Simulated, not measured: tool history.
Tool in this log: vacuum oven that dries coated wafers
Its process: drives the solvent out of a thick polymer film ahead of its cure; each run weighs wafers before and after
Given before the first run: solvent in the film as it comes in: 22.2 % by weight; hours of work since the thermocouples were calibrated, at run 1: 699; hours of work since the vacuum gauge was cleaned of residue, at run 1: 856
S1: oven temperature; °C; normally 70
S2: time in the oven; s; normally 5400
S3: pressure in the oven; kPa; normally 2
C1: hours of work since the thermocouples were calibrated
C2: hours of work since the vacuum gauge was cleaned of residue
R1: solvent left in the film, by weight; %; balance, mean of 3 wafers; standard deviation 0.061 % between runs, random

{"run": 1, "day": 0.0, "S1": 70, "S2": 5400, "S3": 2, "C1": 699, "C2": 856, "R1": 4.38}
{"run": 2, "day": 1.25, "S1": 76, "S2": 5400, "S3": 2, "C1": 715, "C2": 872, "R1": 2.05}
{"run": 3, "day": 2.638, "S1": 76, "S2": 5400, "S3": 2, "C1": 733, "C2": 890, "R1": 2.03}
{"run": 4, "day": 4.008, "S1": 76, "S2": 5400, "S3": 2, "C1": 751, "C2": 908, "R1": 2}
{"run": 5, "day": 5.546, "S1": 76, "S2": 5400, "S3": 2, "C1": 771, "C2": 927, "R1": 2}
{"run": 6, "day": 6.308, "S1": 70, "S2": 4980, "S3": 2, "C1": 780, "C2": 937, "R1": 4.83}
{"run": 7, "day": 7.671, "S1": 62, "S2": 5400, "S3": 2, "C1": 798, "C2": 955, "R1": 8.47}
{"run": 8, "day": 8.767, "S1": 62, "S2": 5400, "S3": 2, "C1": 812, "C2": 969, "R1": 8.54}
{"run": 9, "day": 9.712, "S1": 62, "S2": 5400, "S3": 2, "C1": 824, "C2": 981, "R1": 8.45}
{"run": 10, "day": 10.712, "S1": 70, "S2": 5400, "S3": 2, "C1": 837, "C2": 994, "R1": 4.32}
{"run": 11, "day": 11.604, "S1": 70, "S2": 5400, "S3": 2, "C1": 849, "C2": 1005, "R1": 4.44}
{"run": 12, "day": 13.371, "S1": 70, "S2": 5400, "S3": 2, "C1": 871, "C2": 1028, "R1": 4.32}
{"run": 13, "day": 14.942, "S1": 70, "S2": 8880, "S3": 2, "C1": 891, "C2": 1048, "R1": 2.05}
{"run": 14, "day": 16.204, "S1": 70, "S2": 8880, "S3": 2, "C1": 908, "C2": 1064, "R1": 2.02}
{"run": 15, "day": 17.354, "S1": 70, "S2": 8880, "S3": 2, "C1": 922, "C2": 1079, "R1": 2.17}
{"day": 19.1, "done": "vacuum gauge cleaned of residue and calibrated"}
{"run": 16, "day": 19.1, "S1": 70, "S2": 8880, "S3": 2, "C1": 944, "C2": 0, "R1": 2.04}
{"run": 17, "day": 20.858, "S1": 70, "S2": 8880, "S3": 2, "C1": 967, "C2": 23, "R1": 2.05}
{"run": 18, "day": 22.575, "S1": 70, "S2": 5400, "S3": 2, "C1": 989, "C2": 45, "R1": 4.4}
{"run": 19, "day": 23.883, "S1": 70, "S2": 5400, "S3": 2, "C1": 1006, "C2": 62, "R1": 4.58}
{"run": 20, "day": 25.717, "S1": 70, "S2": 5400, "S3": 2, "C1": 1029, "C2": 85, "R1": 4.59}
{"run": 21, "day": 26.525, "S1": 70, "S2": 6420, "S3": 2, "C1": 1040, "C2": 95, "R1": 3.59}
{"run": 22, "day": 27.604, "S1": 70, "S2": 6420, "S3": 2, "C1": 1054, "C2": 109, "R1": 3.44}
{"run": 23, "day": 29.1, "S1": 70, "S2": 6420, "S3": 2, "C1": 1073, "C2": 129, "R1": 3.47}
{"run": 24, "day": 30.525, "S1": 70, "S2": 6420, "S3": 2, "C1": 1091, "C2": 147, "R1": 3.54}
{"run": 25, "day": 31.642, "S1": 56, "S2": 2820, "S3": 2.88, "C1": 1105, "C2": 161, "R1": 14.82}
{"run": 26, "day": 33.117, "S1": 58, "S2": 3360, "S3": 1.1, "C1": 1124, "C2": 180, "R1": 12.67}
{"run": 27, "day": 34.017, "S1": 58, "S2": 3360, "S3": 1.1, "C1": 1136, "C2": 192, "R1": 12.96}
{"day": 34.225, "done": "oven's thermocouples calibrated"}
{"run": 28, "day": 35.167, "S1": 72, "S2": 2940, "S3": 2.16, "C1": 12, "C2": 206, "R1": 8.27}
{"run": 29, "day": 36.275, "S1": 59, "S2": 4440, "S3": 2.67, "C1": 26, "C2": 220, "R1": 12.29}
{"run": 30, "day": 37.762, "S1": 59, "S2": 4440, "S3": 2.67, "C1": 45, "C2": 239, "R1": 12.24}
{"run": 31, "day": 39.529, "S1": 62, "S2": 3480, "S3": 2.67, "C1": 68, "C2": 262, "R1": 12.02}
{"run": 32, "day": 40.362, "S1": 63, "S2": 4620, "S3": 1.22, "C1": 79, "C2": 272, "R1": 9.68}
{"run": 33, "day": 42.092, "S1": 63, "S2": 4620, "S3": 1.22, "C1": 101, "C2": 295, "R1": 9.67}
{"run": 34, "day": 42.908, "S1": 60, "S2": 6720, "S3": 1.59, "C1": 112, "C2": 305, "R1": 9.06}
{"day": 43.283, "done": "oven's thermocouples calibrated, once more"}
{"run": 35, "day": 44.05, "S1": 60, "S2": 5400, "S3": 1.59, "C1": 10, "C2": 319, "R1": 8.47}
{"run": 36, "day": 45.1, "S1": 60, "S2": 5400, "S3": 1.59, "C1": 23, "C2": 332, "R1": 8.42}
{"run": 37, "day": 46.271, "S1": 67, "S2": 6780, "S3": 7.81, "C1": 38, "C2": 347, "R1": 5.08}
{"run": 38, "day": 47.079, "S1": 67, "S2": 6780, "S3": 7.81, "C1": 49, "C2": 358, "R1": 5.34}
{"run": 39, "day": 47.879, "S1": 67, "S2": 5580, "S3": 4.79, "C1": 59, "C2": 368, "R1": 5.55}
{"run": 40, "day": 48.646, "S1": 61, "S2": 3420, "S3": 1.16, "C1": 69, "C2": 378, "R1": 10.6}
{"run": 41, "day": 49.946, "S1": 75, "S2": 4680, "S3": 1.78, "C1": 86, "C2": 395, "R1": 2.44}
{"run": 42, "day": 51.446, "S1": 75, "S2": 3300, "S3": 1.78, "C1": 105, "C2": 414, "R1": 4.22}
{"run": 43, "day": 52.792, "S1": 75, "S2": 3300, "S3": 1.78, "C1": 122, "C2": 431, "R1": 4.3}
{"run": 44, "day": 53.804, "S1": 59, "S2": 5400, "S3": 1.3, "C1": 135, "C2": 444, "R1": 9.01}
{"run": 45, "day": 54.662, "S1": 70, "S2": 6480, "S3": 1.17, "C1": 146, "C2": 455, "R1": 2.56}
{"run": 46, "day": 56.008, "S1": 77, "S2": 7500, "S3": 1.42, "C1": 164, "C2": 473, "R1": 0.66}
{"run": 47, "day": 57.658, "S1": 77, "S2": 7500, "S3": 1.42, "C1": 185, "C2": 494, "R1": 0.63}
{"run": 48, "day": 59.425, "S1": 83, "S2": 7500, "S3": 1.99, "C1": 208, "C2": 516, "R1": 0.35}

Here are 3 independent what-if runs from the current tool condition. What would each one return?
{"run": "A", "day": 61.171, "S1": 82, "S2": 5400, "S3": 1.54, "C1": 230, "C2": 539, "R1": "?"}
{"run": "B", "day": 61.171, "S1": 73, "S2": 4620, "S3": 1.36, "C1": 230, "C2": 539, "R1": "?"}
{"run": "C", "day": 61.171, "S1": 78, "S2": 5400, "S3": 3.04, "C1": 230, "C2": 539, "R1": "?"}

run=A R1=0.62
run=B R1=3.28
run=C R1=1.45
With the hidden condition removed and each run's random variation left untouched, the same runs would have given:
run=A R1=0.55
run=B R1=3.05
run=C R1=1.33
